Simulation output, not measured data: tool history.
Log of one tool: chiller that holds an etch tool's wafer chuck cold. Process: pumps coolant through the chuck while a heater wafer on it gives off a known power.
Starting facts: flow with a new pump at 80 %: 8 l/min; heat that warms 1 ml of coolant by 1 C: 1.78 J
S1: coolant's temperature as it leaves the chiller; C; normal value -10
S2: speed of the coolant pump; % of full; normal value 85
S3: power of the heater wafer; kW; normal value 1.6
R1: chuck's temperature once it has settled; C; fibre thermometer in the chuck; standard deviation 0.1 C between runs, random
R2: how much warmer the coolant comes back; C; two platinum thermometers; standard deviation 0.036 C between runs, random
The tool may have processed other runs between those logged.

run	hour	S1	S2	S3	R1	R2
1	0	-10	85	1.6	2.1	6.36
2	70.6	-10	94	1.6	1.1	5.7
3	187.6	-10	94	1.6	1.1	5.75
4	307.4	-10	94	1.6	1.2	5.7
# hour 345.3: chiller's thermometer calibrated
5	408.9	-15	85	1.6	-2.9	6.4
6	468.2	-15	85	1.6	-3.1	6.33
7	587.8	0	85	1.6	11.9	6.4
8	719.2	0	85	1.6	12.1	6.41
9	851.1	-10	85	1.6	2.3	6.38
10	935.8	-10	85	1.6	2.1	6.41
11	1054.7	-10	85	1.6	2.1	6.36
12	1165	-10	85	1.6	2.2	6.37
13	1293.4	-10	85	1.6	2.1	6.47
14	1373.3	-10	85	1.6	2	6.41
15	1495.8	-16	85	1.6	-4	6.38
16	1599.7	-16	85	1.6	-3.9	6.4
17	1657.6	-17	95	1.883	-4.3	6.75
18	1783.3	-17	95	1.883	-4.4	6.77
19	1891.4	-17	87	1.959	-2.4	7.68
20	2008.9	-10	85	2.104	5.9	8.49
21	2118.6	-10	85	2.104	5.7	8.42
22	2202.8	-10	85	2.104	6	8.43
23	2281.1	-10	85	2.104	5.9	8.48
24	2380.9	-9	85	2.391	9	9.61
25	2480.5	-9	85	2.391	9	9.53
26	2596.1	-9	85	2.391	9.1	9.65
27	2677.6	-1	93	1.362	8.5	5.06
28	2742.6	-18	85	2.092	-2.4	8.46

What will run 29 give?
# hour 2816: chiller's thermometer calibrated
29	2874.8	-18	85	1.048	?	?

{"run 29": {"R1": -10.1, "R2": 4.35}}
If the tool had no hidden condition, the same run with the same run-to-run variation would have returned R1 -10.1 C, R2 4.19 C.
